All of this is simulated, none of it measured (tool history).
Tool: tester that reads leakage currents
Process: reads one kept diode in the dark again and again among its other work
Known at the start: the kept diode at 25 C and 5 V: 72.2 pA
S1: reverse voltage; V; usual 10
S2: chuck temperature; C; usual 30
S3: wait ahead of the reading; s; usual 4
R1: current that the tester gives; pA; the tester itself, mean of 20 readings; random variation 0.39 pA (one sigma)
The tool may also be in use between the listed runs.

Run 1, hour 0: usual settings. Result: R1 139.57 pA.
Run 2, hour 93.6: usual settings. Result: R1 140.54 pA.
Run 3, hour 288.9: usual settings but S3 0.71 s. Result: R1 147.07 pA.
Run 4, hour 475.4: usual settings but S3 2.1 s. Result: R1 145.87 pA.
Run 5, hour 626.6: usual settings. Result: R1 146.51 pA.
Run 6, hour 722.6: usual settings. Result: R1 147.28 pA.
At hour 806.2: chuck's temperature calibrated.
Run 7, hour 860.1: usual settings. Result: R1 131.23 pA.
Run 8, hour 978.8: usual settings. Result: R1 132.23 pA.
Run 9, hour 1126.5: usual settings but S3 1.55 s. Result: R1 136.33 pA.
Run 10, hour 1341: usual settings but S3 1.55 s. Result: R1 138.06 pA.
Run 11, hour 1496.8: usual settings but S3 6.17 s. Result: R1 138.47 pA.
Run 12, hour 1639.5: usual settings but S3 6.17 s. Result: R1 139.63 pA.
Run 13, hour 1851.6: usual settings. Result: R1 142.16 pA.
Run 14, hour 2057.8: usual settings but S1 3.7 V. Result: R1 104.18 pA.
Run 15, hour 2283.2: usual settings but S1 3.7 V. Result: R1 106.13 pA.
Run 16, hour 2434: usual settings but S1 3.7 V. Result: R1 106.99 pA.
At hour 2594.9: chuck's temperature calibrated.
Run 17, hour 2623.5: usual settings but S1 3.7 V, S3 2.79 s. Result: R1 94.62 pA.
Run 18, hour 2744.7: usual settings but S1 3.7 V, S3 2.79 s. Result: R1 95.65 pA.
Run 19, hour 2836.2: usual settings but S1 3.7 V, S3 2.79 s. Result: R1 96.27 pA.
At hour 3024.1: tester calibrated.
Run 20, hour 3024.1: usual settings. Result: R1 138.83 pA.
At hour 3091.1: probe card cleaned and baked.
Run 21, hour 3241: usual settings but S1 2.7 V, S2 38 C, S3 1.47 s. Result: R1 157.91 pA.
Run 22, hour 3412.4: usual settings but S1 2.6 V, S2 50 C. Result: R1 343.98 pA.
Run 23, hour 3544.9: usual settings but S2 48 C, S3 1.55 s. Result: R1 470.77 pA.
Run 24, hour 3660.3: usual settings but S2 48 C, S3 1.55 s. Result: R1 476.39 pA.
Run 25, hour 3884.4: usual settings but S2 48 C, S3 1.55 s. Result: R1 481.46 pA.
Run 26, hour 4066.2: usual settings but S1 18.9 V, S2 24 C. Result: R1 118.96 pA.
Run 27, hour 4280.6: usual settings but S1 1.5 V, S2 55 C. Result: R1 414.56 pA.
At hour 4394.1: chuck's temperature calibrated.
Run 28, hour 4472.7: usual settings but S1 14.6 V, S2 48 C, S3 0.5 s. Result: R1 503.14 pA.
Run 29, hour 4665: usual settings but S1 6.1 V, S2 46 C, S3 4.49 s. Result: R1 333.21 pA.
Run 30, hour 4819.1: usual settings but S1 1.3 V, S2 53 C, S3 1.72 s. Result: R1 319.68 pA.
Run 31, hour 5036.7: usual settings but S1 8.2 V. Result: R1 128.74 pA.
Run 32, hour 5167.1: usual settings but S2 52 C, S3 0.65 s. Result: R1 594.56 pA.
Run 33, hour 5347.8: usual settings but S1 2.5 V, S2 47 C, S3 0.76 s. Result: R1 281.22 pA.
Run 34, hour 5555.4: usual settings but S1 1.5 V, S2 22 C, S3 2.3 s. Result: R1 43.65 pA.
Run 35, hour 5739.2: usual settings but S1 1.5 V, S2 22 C, S3 2.3 s. Result: R1 44.1 pA.
Run 36, hour 5857.9: usual settings but S1 1.5 V, S2 22 C, S3 2.3 s. Result: R1 44.77 pA.
Run 37, hour 5965.5: usual settings but S1 1.5 V, S2 22 C, S3 2.3 s. Result: R1 44.89 pA.
At hour 6185.5: chuck's temperature calibrated.
Run 38, hour 6185.5: usual settings but S1 1.9 V, S2 57 C. Result: R1 443.77 pA.
Run 39, hour 6353: usual settings but S1 2.9 V, S2 32 C, S3 2.66 s. Result: R1 100.81 pA.
Run 40, hour 6540.5: usual settings but S1 1.1 V, S2 32 C, S3 2.66 s. Result: R1 75.16 pA.

Forecast each of these 3 alternatives for the next run:
Run A, hour 6681.5: usual settings but S1 1.7 V, S2 51 C, S3 0.47 s. Result: R1 ?.
Run B, hour 6681.5: usual settings but S1 2.1 V, S2 32 C, S3 2.66 s. Result: R1 ?.
Run C, hour 6681.5: usual settings but S1 7.5 V, S2 28 C. Result: R1 ?.

run      R1
  A  306.88
  B   93.41
  C  107.02
Without the tool's hidden state the same runs would have given:
run      R1
  A  302.99
  B   91.28
  C  102.84
